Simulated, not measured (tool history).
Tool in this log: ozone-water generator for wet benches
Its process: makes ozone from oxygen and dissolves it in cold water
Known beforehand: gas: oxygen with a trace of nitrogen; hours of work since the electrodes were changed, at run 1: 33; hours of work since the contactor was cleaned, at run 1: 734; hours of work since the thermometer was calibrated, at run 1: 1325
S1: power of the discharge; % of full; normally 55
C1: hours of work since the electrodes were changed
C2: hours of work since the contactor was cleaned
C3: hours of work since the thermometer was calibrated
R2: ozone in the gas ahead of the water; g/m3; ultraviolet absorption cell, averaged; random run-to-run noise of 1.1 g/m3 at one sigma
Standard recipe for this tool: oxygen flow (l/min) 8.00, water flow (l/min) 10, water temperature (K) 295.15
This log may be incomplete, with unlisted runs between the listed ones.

Run 1, day 0.000: usual settings; C1 33; C2 734; C3 1325. Result: dissolved ozone (ppm) 36.8, R2 207.1 g/m3.
Run 2, day 1.000: usual settings; C1 49; C2 750; C3 1341. Result: dissolved ozone (ppm) 36.3, R2 207.1 g/m3.
Run 3, day 1.725: usual settings; C1 61; C2 762; C3 1353. Result: dissolved ozone (ppm) 36.6, R2 207.6 g/m3.
Run 4, day 2.296: usual settings but S1 79 % of full; C1 70; C2 771; C3 1362. Result: dissolved ozone (ppm) 49.0, R2 275.1 g/m3.
Run 5, day 2.875: usual settings but S1 79 % of full; C1 79; C2 780; C3 1371. Result: dissolved ozone (ppm) 49.0, R2 277.5 g/m3.
At day 2.954: water thermometer calibrated.
Run 6, day 4.079: usual settings but S1 79 % of full; C1 98; C2 799; C3 18. Result: dissolved ozone (ppm) 48.4, R2 272.5 g/m3.
Run 7, day 4.662: usual settings but oxygen flow (l/min) 4.32; C1 107; C2 808; C3 27. Result: dissolved ozone (ppm) 40.3, R2 276.9 g/m3.
Run 8, day 5.483: usual settings but S1 59 % of full, oxygen flow (l/min) 10.76, water flow (l/min) 7, water temperature (K) 298.15; C1 120; C2 821; C3 40. Result: dissolved ozone (ppm) 36.7, R2 190.1 g/m3.
Run 9, day 6.621: usual settings but S1 59 % of full, oxygen flow (l/min) 10.76, water flow (l/min) 7, water temperature (K) 298.15; C1 138; C2 839; C3 58. Result: dissolved ozone (ppm) 36.0, R2 189.7 g/m3.
At day 7.046: water thermometer calibrated, once more.
Run 10, day 7.900: usual settings but S1 59 % of full, oxygen flow (l/min) 10.76, water flow (l/min) 7, water temperature (K) 298.15; C1 158; C2 859; C3 14. Result: dissolved ozone (ppm) 36.7, R2 190.2 g/m3.
Run 11, day 8.696: usual settings but S1 59 % of full, oxygen flow (l/min) 10.76, water flow (l/min) 7, water temperature (K) 298.15; C1 170; C2 871; C3 26. Result: dissolved ozone (ppm) 36.5, R2 191.4 g/m3.
Run 12, day 9.692: usual settings but S1 72 % of full, oxygen flow (l/min) 10.76, water flow (l/min) 7, water temperature (K) 298.15; C1 186; C2 887; C3 42. Result: dissolved ozone (ppm) 42.0, R2 223.0 g/m3.

Run 13, settings as shown, results not yet in. Your forecast:
Run 13, day 10.329: usual settings but S1 72 % of full, oxygen flow (l/min) 10.76, water flow (l/min) 7, water temperature (K) 298.15; C1 196; C2 897; C3 52. Result: dissolved ozone (ppm) ?, R2 ?.

{"run 13": {"dissolved ozone (ppm)": 42.4, "R2": 220.8}}
Take away the tool's hidden state, keep the run-to-run variation as it was, and the same run would have given dissolved ozone (ppm) 42.3, R2 219.5 g/m3.

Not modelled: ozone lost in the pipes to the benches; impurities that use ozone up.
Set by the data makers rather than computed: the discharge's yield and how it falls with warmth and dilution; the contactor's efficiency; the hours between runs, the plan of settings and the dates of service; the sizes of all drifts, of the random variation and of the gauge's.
